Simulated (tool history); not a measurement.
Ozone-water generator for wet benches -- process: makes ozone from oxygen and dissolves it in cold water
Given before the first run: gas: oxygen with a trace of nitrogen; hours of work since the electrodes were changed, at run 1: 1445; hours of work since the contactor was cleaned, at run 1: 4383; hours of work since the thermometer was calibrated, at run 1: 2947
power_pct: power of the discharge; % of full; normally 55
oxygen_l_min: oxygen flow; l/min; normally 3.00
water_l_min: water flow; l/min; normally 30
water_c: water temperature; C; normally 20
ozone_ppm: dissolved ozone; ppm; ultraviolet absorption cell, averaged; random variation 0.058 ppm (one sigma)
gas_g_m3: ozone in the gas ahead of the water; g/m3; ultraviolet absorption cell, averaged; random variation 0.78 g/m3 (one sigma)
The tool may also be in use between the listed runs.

run,day,power_pct,oxygen_l_min,water_l_min,water_c,hours of work since the electrodes were changed,hours of work since the contactor was cleaned,hours of work since the thermometer was calibrated,ozone_ppm,gas_g_m3
1,0.000,55,3.00,30,20,1445,4383,2947,7.96,131.4
2,2.679,55,3.00,30,20,1486,4424,2988,7.75,129.8
3,5.592,55,3.00,30,16,1530,4469,3032,8.13,130.1
4,7.858,55,3.00,30,16,1565,4503,3067,8.11,129.5
5,10.050,55,3.00,30,16,1598,4537,3100,8.10,130.7
6,12.188,55,3.00,41,20,1631,4569,3133,5.65,131.2
7,13.542,55,3.00,41,20,1651,4590,3153,5.67,129.8
8,15.033,55,3.00,41,20,1674,4612,3176,5.72,130.4
9,17.392,55,3.00,30,20,1710,4648,3212,7.84,131.2
10,20.204,55,3.00,30,20,1753,4691,3255,7.87,129.4
11,22.192,55,3.00,30,20,1783,4722,3285,7.86,131.6
12,24.625,55,3.00,30,20,1820,4759,3322,7.86,131.3
13,27.162,55,3.00,30,20,1859,4797,3361,7.78,131.3
14,29.300,55,3.00,30,20,1892,4830,3393,7.76,130.0
15,31.612,55,3.00,30,20,1927,4865,3429,7.81,129.5
16,33.308,55,3.00,30,20,1953,4891,3455,7.91,130.6
17,35.825,55,3.00,30,20,1991,4930,3493,7.92,129.7
18,37.267,94,2.72,30,20,2013,4951,3515,10.95,196.8
19,40.196,94,2.72,30,20,2058,4996,3560,10.91,198.1
20,41.567,94,2.72,30,20,2079,5017,3580,11.03,196.3
21,43.342,60,3.00,31,20,2106,5044,3608,8.00,136.8
22,45.258,60,1.52,19,20,2135,5073,3637,11.99,218.5
23,47.017,71,1.80,44,21,2162,5100,3664,5.69,219.9
24,49.388,71,1.80,44,21,2198,5136,3700,5.63,215.4
25,52.162,74,4.96,30,20,2240,5179,3742,9.57,111.6
26,53.971,74,4.96,30,20,2268,5206,3770,9.52,112.1
27,55.900,58,4.96,21,20,2297,5236,3799,10.92,96.2
28,57.458,58,4.35,45,20,2321,5259,3823,5.55,105.4
29,59.946,55,1.78,30,12,2359,5297,3861,7.54,186.1
30,62.962,88,3.00,22,20,2405,5343,3907,13.96,177.1
31,64.371,78,4.47,43,20,2426,5365,3928,7.01,124.8

Measured less the same run without the tool's hidden state. The same run-to-run variation is in both; the gauge's scatter may not be:
Unlogged tool condition in this case: yield of the discharge, % of new electrodes'; contactor's efficiency, % of a clean one's; true water temperature over the reading, C; drift of the gauge itself on ozone_ppm, %; drift of the gauge itself on gas_g_m3, %.
run,ozone_ppm,gas_g_m3
1,-0.48,-2.7
2,-0.48,-2.8
3,-0.50,-2.8
4,-0.51,-2.8
5,-0.51,-2.9
6,-0.41,-2.9
7,-0.41,-3.0
8,-0.41,-3.0
9,-0.51,-3.0
10,-0.53,-3.0
11,-0.52,-3.0
12,-0.53,-3.1
13,-0.54,-3.2
14,-0.54,-3.2
15,-0.54,-3.2
16,-0.55,-3.2
17,-0.56,-3.2
18,-0.91,-7.1
19,-0.91,-7.2
20,-0.92,-7.3
21,-0.61,-3.8
22,-0.75,-6.2
23,-0.51,-7.0
24,-0.52,-6.9
25,-0.79,-3.8
26,-0.79,-3.9
27,-0.74,-2.8
28,-0.49,-3.0
29,-0.59,-5.2
30,-1.14,-6.9
31,-0.69,-4.6
